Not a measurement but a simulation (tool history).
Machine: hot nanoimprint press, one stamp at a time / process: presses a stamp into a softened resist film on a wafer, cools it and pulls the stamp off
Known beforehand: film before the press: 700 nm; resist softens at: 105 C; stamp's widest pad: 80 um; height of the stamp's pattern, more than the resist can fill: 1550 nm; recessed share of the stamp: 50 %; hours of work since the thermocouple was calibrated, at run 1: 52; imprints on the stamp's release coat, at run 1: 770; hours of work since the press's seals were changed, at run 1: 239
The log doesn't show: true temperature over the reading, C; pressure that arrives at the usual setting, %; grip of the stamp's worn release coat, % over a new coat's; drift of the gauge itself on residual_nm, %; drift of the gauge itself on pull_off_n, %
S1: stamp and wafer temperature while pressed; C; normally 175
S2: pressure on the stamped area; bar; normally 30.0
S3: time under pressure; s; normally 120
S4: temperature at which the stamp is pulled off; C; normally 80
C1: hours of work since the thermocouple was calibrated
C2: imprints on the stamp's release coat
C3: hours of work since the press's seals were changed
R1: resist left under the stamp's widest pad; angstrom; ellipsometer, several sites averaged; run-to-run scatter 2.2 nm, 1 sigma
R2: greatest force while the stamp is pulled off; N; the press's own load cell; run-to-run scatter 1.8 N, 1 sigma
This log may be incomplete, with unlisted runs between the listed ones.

run	hour	S1	S2	S3	S4	C1	C2	C3	R1	R2
1	0.0	175	30.0	120	80	52	770	239	3866	106
# hour 31.4: stamp cleaned and given a new release coat
2	89.4	175	30.0	120	80	90	176	276	3844	103
3	182.1	175	30.0	120	80	132	458	318	3859	100
4	259.8	175	30.0	120	80	167	695	353	3860	101
# hour 315.4: stamp cleaned and given a new release coat
5	328.0	175	30.0	120	80	195	38	381	3862	102
6	374.0	175	30.0	120	80	216	178	402	3896	102
7	452.3	175	30.0	120	80	251	417	438	3898	100
8	500.9	175	30.0	120	80	273	564	459	3915	100
9	572.2	183	30.0	120	80	305	781	492	2908	104
# hour 599.2: stamp cleaned and given a new release coat
10	632.7	183	30.0	120	71	330	102	516	2866	120
11	678.5	183	30.0	120	71	350	241	537	2939	124
12	748.1	175	30.0	120	81	382	453	568	3886	102
# hour 779.1: plate thermocouple calibrated
13	796.3	175	30.0	120	81	8	590	589	3880	99
14	839.4	175	30.0	120	80	27	722	608	3890	100
# hour 888.0: stamp cleaned and given a new release coat
15	926.1	175	30.0	120	80	64	116	645	3920	104
16	970.3	175	30.0	157	68	84	250	665	3627	130
17	1039.4	175	30.0	157	68	115	460	696	3584	128
18	1086.2	175	33.8	141	79	136	603	717	3501	107
# hour 1170.5: stamp cleaned and given a new release coat
19	1193.2	175	33.8	141	79	181	69	762	3539	104
20	1250.4	175	33.8	141	79	207	243	788	3574	104
# hour 1308.2: gauge calibrated
21	1334.6	183	21.2	120	80	245	499	826	3435	103
22	1386.2	175	23.1	120	69	269	656	850	4392	128
23	1430.4	167	19.5	120	68	289	791	869	5744	130
# hour 1453.4: stamp cleaned and given a new release coat
24	1508.4	175	23.3	226	70	321	168	902	3604	124
25	1579.9	175	23.3	226	70	353	385	934	3587	126
# hour 1675.8: plate thermocouple calibrated
26	1677.3	175	23.3	226	70	1	672	977	3657	126
# hour 1741.4: stamp cleaned and given a new release coat
27	1741.4	175	30.0	120	80	27	0	1003	3869	101
28	1823.9	185	31.5	200	80	64	251	1040	2169	107
29	1915.0	172	31.5	65	80	105	528	1081	5016	102

Hidden state at the last listed run before each entry between runs and at the first one after, where it differs:
From run 1 to run 2: stamp cleaned and given a new release coat (hour 31.4)
  pressure that arrives at the usual setting, %: 99.97 -> 99.96; grip of the stamp's worn release coat, % over a new coat's: 0.4 -> 0.1; drift of the gauge itself on residual_nm, %: 0 -> 0.19
  measured value less the no-hidden-state value, R1: +2 -> +9 angstrom
From run 4 to run 5: stamp cleaned and given a new release coat (hour 315.4)
  true temperature over the reading, C: -0.01 -> -0.02; grip of the stamp's worn release coat, % over a new coat's: 0.3 -> 0; drift of the gauge itself on residual_nm, %: 0.57 -> 0.71
  measured value less the no-hidden-state value, R1: +25 -> +31 angstrom
From run 9 to run 10: stamp cleaned and given a new release coat (hour 599.2)
  grip of the stamp's worn release coat, % over a new coat's: 0.4 -> 0.1; drift of the gauge itself on residual_nm, %: 1.27 -> 1.39
  measured value less the no-hidden-state value, R1: +40 -> +43 angstrom
From run 12 to run 13: plate thermocouple calibrated (hour 779.1)
  true temperature over the reading, C: -0.03 -> 0; grip of the stamp's worn release coat, % over a new coat's: 0.2 -> 0.3; drift of the gauge itself on residual_nm, %: 1.65 -> 1.75
  measured value less the no-hidden-state value, R1: +69 -> +68 angstrom
From run 14 to run 15: stamp cleaned and given a new release coat (hour 888.0)
  pressure that arrives at the usual setting, %: 99.92 -> 99.91; grip of the stamp's worn release coat, % over a new coat's: 0.4 -> 0.1; drift of the gauge itself on residual_nm, %: 1.85 -> 2.03
  measured value less the no-hidden-state value, R1: +73 -> +80 angstrom
From run 18 to run 19: stamp cleaned and given a new release coat (hour 1170.5)
  pressure that arrives at the usual setting, %: 99.9 -> 99.89; grip of the stamp's worn release coat, % over a new coat's: 0.3 -> 0; drift of the gauge itself on residual_nm, %: 2.39 -> 2.62
  measured value less the no-hidden-state value, R1: +85 -> +94 angstrom
From run 20 to run 21: gauge calibrated (hour 1308.2)
  true temperature over the reading, C: -0.01 -> -0.02; grip of the stamp's worn release coat, % over a new coat's: 0.1 -> 0.2; drift of the gauge itself on residual_nm, %: 2.75 -> 0.06
  measured value less the no-hidden-state value, R1: +100 -> +6 angstrom
From run 23 to run 24: stamp cleaned and given a new release coat (hour 1453.4)
  grip of the stamp's worn release coat, % over a new coat's: 0.4 -> 0.1; drift of the gauge itself on residual_nm, %: 0.28 -> 0.44
  measured value less the no-hidden-state value, R1: +20 -> +20 angstrom
From run 25 to run 26: plate thermocouple calibrated (hour 1675.8)
  true temperature over the reading, C: -0.02 -> 0; grip of the stamp's worn release coat, % over a new coat's: 0.2 -> 0.3; drift of the gauge itself on residual_nm, %: 0.6 -> 0.81
  measured value less the no-hidden-state value, R1: +26 -> +32 angstrom
From run 26 to run 27: stamp cleaned and given a new release coat (hour 1741.4)
  true temperature over the reading, C: 0 -> -0.01; pressure that arrives at the usual setting, %: 99.87 -> 99.86; grip of the stamp's worn release coat, % over a new coat's: 0.3 -> 0; drift of the gauge itself on residual_nm, %: 0.81 -> 0.95
  measured value less the no-hidden-state value, R1: +32 -> +39 angstrom

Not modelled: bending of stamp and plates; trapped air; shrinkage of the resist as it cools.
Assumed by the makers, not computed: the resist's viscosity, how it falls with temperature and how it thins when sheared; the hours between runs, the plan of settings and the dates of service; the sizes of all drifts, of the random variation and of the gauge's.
